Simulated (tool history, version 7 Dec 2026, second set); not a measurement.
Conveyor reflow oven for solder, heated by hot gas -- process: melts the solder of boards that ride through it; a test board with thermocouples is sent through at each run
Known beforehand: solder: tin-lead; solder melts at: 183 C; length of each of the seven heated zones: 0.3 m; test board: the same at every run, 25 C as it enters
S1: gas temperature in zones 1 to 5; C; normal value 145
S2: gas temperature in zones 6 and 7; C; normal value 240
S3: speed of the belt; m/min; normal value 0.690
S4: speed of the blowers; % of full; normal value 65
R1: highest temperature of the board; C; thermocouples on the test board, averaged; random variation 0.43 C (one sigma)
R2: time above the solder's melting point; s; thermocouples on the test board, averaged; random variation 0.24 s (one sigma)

Run 1, hour 0.0: usual settings. Result: R1 219.4 C, R2 41.9 s.
Run 2, hour 17.9: usual settings. Result: R1 219.2 C, R2 41.5 s.
Run 3, hour 46.1: usual settings. Result: R1 219.3 C, R2 41.8 s.
Run 4, hour 70.0: usual settings but S2 238 C. Result: R1 217.7 C, R2 40.9 s.
Run 5, hour 94.8: usual settings. Result: R1 218.3 C, R2 42.1 s.
Run 6, hour 122.0: usual settings. Result: R1 218.8 C, R2 41.3 s.
Run 7, hour 147.6: usual settings. Result: R1 218.4 C, R2 41.4 s.
Run 8, hour 173.0: usual settings. Result: R1 219.2 C, R2 41.2 s.
Run 9, hour 191.4: usual settings. Result: R1 217.9 C, R2 41.5 s.
Run 10, hour 204.7: usual settings. Result: R1 218.5 C, R2 41.3 s.
At hour 211.4: belt drive overhauled, speed set with a stopwatch.
Run 11, hour 220.6: usual settings. Result: R1 218.7 C, R2 41.3 s.
Run 12, hour 236.0: usual settings. Result: R1 218.2 C, R2 41.3 s.
Run 13, hour 251.1: usual settings but S2 238 C, S3 0.813 m/min. Result: R1 210.3 C, R2 30.5 s.
Run 14, hour 276.2: usual settings but S2 238 C, S3 0.813 m/min. Result: R1 210.7 C, R2 30.0 s.
Run 15, hour 294.4: usual settings but S2 238 C, S3 0.813 m/min. Result: R1 210.5 C, R2 30.2 s.
At hour 303.3: thermocouples of zones 6 and 7 changed.
At hour 315.3: belt drive overhauled, speed set with a stopwatch, once more.
Run 16, hour 323.1: usual settings but S2 246 C, S4 90 % of full. Result: R1 229.6 C, R2 46.0 s.
Run 17, hour 351.6: usual settings but S1 134 C, S4 74 % of full. Result: R1 218.7 C, R2 38.4 s.
Run 18, hour 370.3: usual settings but S1 157 C, S2 230 C, S4 56 % of full. Result: R1 210.9 C, R2 40.3 s.
Run 19, hour 395.8: usual settings but S1 156 C, S2 242 C, S3 0.723 m/min, S4 57 % of full. Result: R1 220.0 C, R2 42.4 s.
Run 20, hour 420.5: usual settings but S1 153 C, S2 228 C, S3 0.678 m/min. Result: R1 211.7 C, R2 40.3 s.
Run 21, hour 442.1: usual settings but S1 153 C, S2 228 C, S3 0.678 m/min. Result: R1 211.9 C, R2 40.4 s.
Run 22, hour 467.3: usual settings but S1 153 C, S2 228 C, S3 0.664 m/min. Result: R1 212.6 C, R2 41.2 s.

How would selected steps in R1 from run to run divide? Give the signed amount a tool lacking its hidden state would still show from settings, what came in and random variation, and the signed amount left for the hidden state, including any gauge scatter that is not in both of the compared results.
Hidden state at play: heat that the gas passes to the board, % of a clean oven's; belt's true speed, % of the reading; true gas temperature in zones 6 and 7 over the reading, C; drift of the gauge itself on peak_c, C; drift of the gauge itself on liquid_s, %.
Run 15 -> 16: S2 238 -> 246, S3 0.813 -> 0.690, S4 65 -> 90, thermocouples of zones 6 and 7 changed, belt drive overhauled, speed set with a stopwatch, once more. R1 +19.1 C: hidden state +1.3, all else +17.8.
Run 16 -> 17: S1 145 -> 134, S2 246 -> 240, S4 90 -> 74. R1 -10.9 C: hidden state -0.2, all else -10.7.
Run 17 -> 18: S1 134 -> 157, S2 240 -> 230, S4 74 -> 56. R1 -7.8 C: hidden state +0.5, all else -8.3.
